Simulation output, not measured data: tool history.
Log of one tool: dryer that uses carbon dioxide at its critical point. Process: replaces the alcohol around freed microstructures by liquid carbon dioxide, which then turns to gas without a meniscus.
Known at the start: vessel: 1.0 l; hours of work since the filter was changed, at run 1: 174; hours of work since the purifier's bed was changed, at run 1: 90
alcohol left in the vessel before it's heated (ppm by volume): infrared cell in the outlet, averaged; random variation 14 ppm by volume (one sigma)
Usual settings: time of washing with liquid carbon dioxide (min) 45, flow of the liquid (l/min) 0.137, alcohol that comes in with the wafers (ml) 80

run   hour  time of washing with liquid carbon dioxide (min)  flow of the liquid (l/min)  alcohol that comes in with the wafers (ml)  hours of work since the filter was changed  hours of work since the purifier's bed was changed  alcohol left in the vessel before it's heated (ppm by volume)
  1    0.0                                                45                       0.137                                          80                                         174                                                  90                                                           1178
  2   11.7                                                35                       0.137                                          80                                         183                                                  98                                                           3135
  3   24.2                                                35                       0.137                                          80                                         191                                                 106                                                           3185
      28.8  -- inlet filter changed
  4   39.6                                                45                       0.137                                          80                                           7                                                 116                                                            880
  5   49.3                                                45                       0.137                                          80                                          14                                                 123                                                            923
  6   72.0                                                45                       0.137                                          37                                          30                                                 138                                                            433
  7   94.2                                                45                       0.137                                          37                                          45                                                 154                                                            444
  8  114.0                                                45                       0.172                                          37                                          58                                                 167                                                            160
  9  136.5                                                45                       0.137                                         116                                          74                                                 183                                                           1465
 10  152.6                                                45                       0.116                                          80                                          85                                                 194                                                           1986
 11  166.3                                                42                       0.137                                          80                                          94                                                 203                                                           1429

The next listed run, before its measurement:
 12  180.9                                                47                       0.157                                          80                                         104                                                 213                                                              ?

Run 12 gave alcohol left in the vessel before it's heated (ppm by volume) 466.
Without the tool's hidden state the same run would have given alcohol left in the vessel before it's heated (ppm by volume) 355.
